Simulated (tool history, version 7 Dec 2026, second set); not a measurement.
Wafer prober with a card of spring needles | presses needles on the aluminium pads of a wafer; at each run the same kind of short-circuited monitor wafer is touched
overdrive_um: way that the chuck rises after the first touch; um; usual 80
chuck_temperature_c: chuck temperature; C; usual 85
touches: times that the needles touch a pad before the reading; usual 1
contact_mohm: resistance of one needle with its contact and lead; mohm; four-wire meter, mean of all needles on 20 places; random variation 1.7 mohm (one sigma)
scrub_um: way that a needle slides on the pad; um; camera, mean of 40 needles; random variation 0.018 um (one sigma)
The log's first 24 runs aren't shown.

run	hour	overdrive_um	chuck_temperature_c	touches	touches since the tips were cleaned	cleanings since the card got new needles	touches since the first contact's height was set	contact_mohm	scrub_um
25	159.4	64	55	2	2410	23	20784	174	14.91
# hour 164: tips cleaned on abrasive film
26	165.5	64	55	2	489	24	22678	171	14.91
# hour 175.6: tips cleaned on abrasive film
27	175.6	80	100	1	0	25	25812	177	18.65
28	182.8	80	42	1	2275	25	28087	169	18.65
# hour 187.7: tips cleaned on abrasive film
29	190.9	80	42	1	1014	26	30591	169	18.59
# hour 199.7: tips cleaned on abrasive film
30	200.2	80	42	1	161	27	33493	165	18.63
31	209.9	67	44	2	3196	27	36528	167	15.6
# hour 211.2: tips cleaned on abrasive film
32	216.9	68	53	2	1773	28	38703	171	15.83
# hour 223.3: tips cleaned on abrasive film
33	225.6	68	53	2	730	29	41428	170	15.82

3 ways to go on from here, each from the tool as it stands after run 33. What would each give?
# hour 235.3: tips cleaned on abrasive film
A	235.3	68	87	1	0	30	44425	?	?
# hour 235.3: tips cleaned on abrasive film
B	235.3	80	36	1	0	30	44425	?	?
# hour 235.3: tips cleaned on abrasive film
C	235.3	68	29	1	0	30	44425	?	?

run	contact_mohm	scrub_um
A	177	15.82
B	166	18.61
C	164	15.84
Without the tool's hidden state the same runs would have given:
run	contact_mohm	scrub_um
A	177	15.83
B	166	18.62
C	164	15.85
